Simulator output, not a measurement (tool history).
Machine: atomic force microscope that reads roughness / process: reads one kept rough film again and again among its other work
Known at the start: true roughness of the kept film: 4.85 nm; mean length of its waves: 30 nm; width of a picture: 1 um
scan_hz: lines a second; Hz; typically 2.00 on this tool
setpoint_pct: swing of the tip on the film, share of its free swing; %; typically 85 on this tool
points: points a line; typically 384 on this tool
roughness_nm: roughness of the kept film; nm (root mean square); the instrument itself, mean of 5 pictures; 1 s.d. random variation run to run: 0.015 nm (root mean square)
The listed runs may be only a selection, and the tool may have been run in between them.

Run 1, hour 0.0: usual settings. Result: roughness_nm 2.985 nm (root mean square).
Run 2, hour 27.3: usual settings. Result: roughness_nm 2.850 nm (root mean square).
Run 3, hour 70.5: usual settings. Result: roughness_nm 2.711 nm (root mean square).
Run 4, hour 111.1: usual settings. Result: roughness_nm 2.581 nm (root mean square).
At hour 115.9: new tip fitted.
Run 5, hour 146.4: usual settings. Result: roughness_nm 3.536 nm (root mean square).
Run 6, hour 187.6: usual settings. Result: roughness_nm 3.318 nm (root mean square).
Run 7, hour 233.2: usual settings. Result: roughness_nm 3.104 nm (root mean square).
Run 8, hour 271.1: usual settings but points 565. Result: roughness_nm 2.965 nm (root mean square).
Run 9, hour 296.2: usual settings. Result: roughness_nm 2.852 nm (root mean square).
Run 10, hour 338.9: usual settings. Result: roughness_nm 2.693 nm (root mean square).
At hour 377.5: new tip fitted.
Run 11, hour 388.3: usual settings. Result: roughness_nm 3.650 nm (root mean square).
Run 12, hour 433.7: usual settings. Result: roughness_nm 3.319 nm (root mean square).
Run 13, hour 457.6: usual settings. Result: roughness_nm 3.259 nm (root mean square).
Run 14, hour 497.8: usual settings. Result: roughness_nm 3.069 nm (root mean square).
Run 15, hour 552.9: usual settings but points 807. Result: roughness_nm 2.875 nm (root mean square).
At hour 557.3: height scale calibrated on a step standard.
Run 16, hour 604.0: usual settings but points 807. Result: roughness_nm 2.733 nm (root mean square).
Run 17, hour 634.0: usual settings but points 807. Result: roughness_nm 2.621 nm (root mean square).
At hour 638.7: new tip fitted.
Run 18, hour 669.3: usual settings but points 807. Result: roughness_nm 3.625 nm (root mean square).
Run 19, hour 714.0: usual settings but points 807. Result: roughness_nm 3.350 nm (root mean square).
Run 20, hour 757.8: usual settings but points 807. Result: roughness_nm 3.156 nm (root mean square).
Run 21, hour 785.2: usual settings but points 807. Result: roughness_nm 3.070 nm (root mean square).
At hour 804.2: height scale calibrated on a step standard, once more.
Run 22, hour 820.1: usual settings. Result: roughness_nm 2.844 nm (root mean square).
Run 23, hour 864.9: usual settings. Result: roughness_nm 2.700 nm (root mean square).
Run 24, hour 897.2: usual settings. Result: roughness_nm 2.614 nm (root mean square).
At hour 902.8: new tip fitted.
Run 25, hour 924.8: usual settings. Result: roughness_nm 3.529 nm (root mean square).
Run 26, hour 960.2: usual settings but scan_hz 1.91 Hz. Result: roughness_nm 3.332 nm (root mean square).
Run 27, hour 997.9: usual settings but scan_hz 1.91 Hz, setpoint_pct 86 %, points 624. Result: roughness_nm 3.152 nm (root mean square).
Run 28, hour 1049.7: usual settings but setpoint_pct 68 %, points 548. Result: roughness_nm 3.168 nm (root mean square).
Run 29, hour 1104.0: usual settings but setpoint_pct 71 %, points 548. Result: roughness_nm 2.909 nm (root mean square).
Run 30, hour 1132.0: usual settings but setpoint_pct 71 %, points 548. Result: roughness_nm 2.817 nm (root mean square).
At hour 1167.0: new tip fitted.
Run 31, hour 1175.2: usual settings but setpoint_pct 71 %, points 548. Result: roughness_nm 3.838 nm (root mean square).
Run 32, hour 1212.7: usual settings but scan_hz 3.05 Hz, setpoint_pct 71 %, points 399. Result: roughness_nm 3.473 nm (root mean square).
Run 33, hour 1266.2: usual settings but scan_hz 3.05 Hz, setpoint_pct 71 %, points 439. Result: roughness_nm 3.217 nm (root mean square).
Run 34, hour 1318.6: usual settings but points 339. Result: roughness_nm 2.907 nm (root mean square).
Run 35, hour 1359.2: usual settings but scan_hz 0.79 Hz, setpoint_pct 63 %, points 368. Result: roughness_nm 3.077 nm (root mean square).
Run 36, hour 1407.8: usual settings but scan_hz 2.62 Hz, setpoint_pct 64 %. Result: roughness_nm 2.783 nm (root mean square).
At hour 1429.5: new tip fitted.
Run 37, hour 1437.8: usual settings but scan_hz 2.62 Hz, setpoint_pct 64 %. Result: roughness_nm 3.906 nm (root mean square).
Run 38, hour 1487.6: usual settings but scan_hz 2.62 Hz, setpoint_pct 64 %. Result: roughness_nm 3.623 nm (root mean square).
Run 39, hour 1515.8: usual settings but scan_hz 2.62 Hz, setpoint_pct 64 %. Result: roughness_nm 3.451 nm (root mean square).
Run 40, hour 1542.0: usual settings but scan_hz 2.62 Hz, setpoint_pct 64 %. Result: roughness_nm 3.334 nm (root mean square).
Run 41, hour 1593.1: usual settings but scan_hz 2.62 Hz, setpoint_pct 87 %, points 407. Result: roughness_nm 2.762 nm (root mean square).
Run 42, hour 1637.1: usual settings but scan_hz 0.84 Hz, points 808. Result: roughness_nm 2.970 nm (root mean square).
At hour 1691.9: new tip fitted.
Run 43, hour 1692.7: usual settings but scan_hz 1.33 Hz, setpoint_pct 68 %, points 1008. Result: roughness_nm 4.036 nm (root mean square).
Run 44, hour 1740.0: usual settings but setpoint_pct 89 %, points 950. Result: roughness_nm 3.332 nm (root mean square).
Run 45, hour 1784.5: usual settings but setpoint_pct 89 %, points 950. Result: roughness_nm 3.105 nm (root mean square).
Run 46, hour 1812.6: usual settings but setpoint_pct 89 %, points 950. Result: roughness_nm 2.994 nm (root mean square).
Run 47, hour 1841.5: usual settings but scan_hz 2.24 Hz, setpoint_pct 70 %, points 395. Result: roughness_nm 3.083 nm (root mean square).
Run 48, hour 1873.3: usual settings but scan_hz 2.24 Hz, setpoint_pct 70 %, points 395. Result: roughness_nm 2.960 nm (root mean square).
Run 49, hour 1917.7: usual settings but setpoint_pct 75 %, points 273. Result: roughness_nm 2.754 nm (root mean square).
At hour 1952.3: new tip fitted.
Run 50, hour 1964.7: usual settings but scan_hz 0.59 Hz, setpoint_pct 74 %, points 451. Result: roughness_nm 4.009 nm (root mean square).
Run 51, hour 2018.6: usual settings but scan_hz 0.59 Hz, setpoint_pct 74 %, points 451. Result: roughness_nm 3.637 nm (root mean square).

Forecast each of these 5 alternatives for the next run:
Run A, hour 2060.8: usual settings but scan_hz 0.52 Hz, setpoint_pct 64 %. Result: roughness_nm ?.
Run B, hour 2060.8: usual settings but scan_hz 3.85 Hz, setpoint_pct 60 %. Result: roughness_nm ?.
Run C, hour 2060.8: usual settings but scan_hz 2.91 Hz. Result: roughness_nm ?.
Run D, hour 2060.8: usual settings but setpoint_pct 84 %, points 861. Result: roughness_nm ?.
Run E, hour 2060.8: usual settings but scan_hz 1.90 Hz, setpoint_pct 70 %, points 279. Result: roughness_nm ?.

run  roughness_nm
  A         3.483
  B         3.293
  C         2.936
  D         3.119
  E         3.277
Had the tool no hidden state, the same runs would have come out as:
run  roughness_nm
  A         4.152
  B         3.925
  C         3.499
  D         3.717
  E         3.906

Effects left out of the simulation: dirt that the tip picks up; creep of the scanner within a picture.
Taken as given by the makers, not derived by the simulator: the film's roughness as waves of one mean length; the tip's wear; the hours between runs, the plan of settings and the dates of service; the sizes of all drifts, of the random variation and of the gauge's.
